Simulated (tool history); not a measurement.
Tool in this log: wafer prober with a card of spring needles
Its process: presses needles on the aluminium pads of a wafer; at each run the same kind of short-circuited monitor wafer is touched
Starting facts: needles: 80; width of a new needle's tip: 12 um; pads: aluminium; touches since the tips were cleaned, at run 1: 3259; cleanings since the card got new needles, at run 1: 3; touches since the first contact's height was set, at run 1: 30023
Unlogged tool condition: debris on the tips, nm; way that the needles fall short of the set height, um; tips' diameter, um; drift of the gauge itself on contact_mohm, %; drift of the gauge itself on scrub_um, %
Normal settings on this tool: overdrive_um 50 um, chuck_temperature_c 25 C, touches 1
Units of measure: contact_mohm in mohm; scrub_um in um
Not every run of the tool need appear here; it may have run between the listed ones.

run   hour  overdrive_um  chuck_temperature_c  touches  touches since the tips were cleaned  cleanings since the card got new needles  touches since the first contact's height was set  contact_mohm  scrub_um
  1      0            50                   25        1                                 3259                                         3                                             30023           210      8.42
      32.2  -- tips cleaned on abrasive film
  2   44.5            35                   25        1                                 1917                                         4                                             36969           217      5.82
  3   80.6            50                   89        1                                 7565                                         4                                             42617           226       8.4
      87.4  -- tips cleaned on abrasive film
  4  112.3            50                   89        1                                 3886                                         5                                             47560           230      8.36
     139.5  -- tips cleaned on abrasive film
  5  143.4            33                   25        1                                  615                                         6                                             52423           214      5.56
  6  174.9            50                   25        1                                 5534                                         6                                             57342           207       8.3
       195  -- tips cleaned on abrasive film
  7    224            50                   25        1                                 4539                                         7                                             65009           206      8.42
       247  -- tips cleaned on abrasive film
  8  263.7            50                   25        1                                 2622                                         8                                             71213           212      8.37
  9  294.3            50                   25        1                                 7403                                         8                                             75994           214      8.32
     300.8  -- tips cleaned on abrasive film
 10  326.7            50                   25        1                                 4053                                         9                                             81053           212       8.3
     352.9  -- tips cleaned on abrasive film
 11  364.7            50                   25        1                                 1849                                        10                                             86984           213      8.38
 12  402.9            49                   27        2                                 7817                                        10                                             92952           211      8.26
     406.7  -- tips cleaned on abrasive film
 13  443.4            50                   26        1                                 5740                                        11                                             99286           215      8.29
     459.2  -- tips cleaned on abrasive film
 14  485.9            50                   26        1                                 4173                                        12                                            105916           214      8.37
     513.5  -- tips cleaned on abrasive film
 15    524            42                   69        1                                 1642                                        13                                            111868           226      6.97
     565.4  -- tips cleaned on abrasive film
 16    571            43                   47        1                                  878                                        14                                            119208           217      7.35
 17  616.7            35                   33        1                                 8029                                        14                                            126359           218      5.94
     621.1  -- tips cleaned on abrasive film
 18  642.3            33                   72        2                                 3325                                        15                                            130344           230       5.5
 19  672.7            39                   28        1                                 8077                                        15                                            135096           215      6.45
     675.2  -- tips cleaned on abrasive film
 20  695.4            33                   56        2                                 3173                                        16                                            138644           224      5.54
     729.4  -- tips cleaned on abrasive film
 21  731.5            47                   56        2                                  329                                        17                                            144273           220      7.87
 22  765.5            47                   56        2                                 5643                                        17                                            149587           221      7.91

Hidden state at the last listed run before each entry between runs and at the first one after, where it differs:
Between runs 1 and 2: tips cleaned on abrasive film (hour 32.2)
  no difference in the tool's unlogged condition between these two runs
Between runs 3 and 4: tips cleaned on abrasive film (hour 87.4)
  debris on the tips, nm: 0.3 -> 0.2
Between runs 4 and 5: tips cleaned on abrasive film (hour 139.5)
  debris on the tips, nm: 0.2 -> 0.1
Between runs 6 and 7: tips cleaned on abrasive film (hour 195)
  no difference in the tool's unlogged condition between these two runs
Between runs 7 and 8: tips cleaned on abrasive film (hour 247)
  debris on the tips, nm: 0.3 -> 0.2
Between runs 9 and 10: tips cleaned on abrasive film (hour 300.8)
  no difference in the tool's unlogged condition between these two runs
Between runs 10 and 11: tips cleaned on abrasive film (hour 352.9)
  debris on the tips, nm: 0.3 -> 0.2
Between runs 12 and 13: tips cleaned on abrasive film (hour 406.7)
  no difference in the tool's unlogged condition between these two runs
Between runs 13 and 14: tips cleaned on abrasive film (hour 459.2)
  no difference in the tool's unlogged condition between these two runs
Between runs 14 and 15: tips cleaned on abrasive film (hour 513.5)
  debris on the tips, nm: 0.3 -> 0.2
Between runs 15 and 16: tips cleaned on abrasive film (hour 565.4)
  debris on the tips, nm: 0.2 -> 0.1
Between runs 17 and 18: tips cleaned on abrasive film (hour 621.1)
  debris on the tips, nm: 0.3 -> 0.2
Between runs 19 and 20: tips cleaned on abrasive film (hour 675.2)
  debris on the tips, nm: 0.3 -> 0.2
Between runs 20 and 21: tips cleaned on abrasive film (hour 729.4)
  debris on the tips, nm: 0.2 -> 0.1
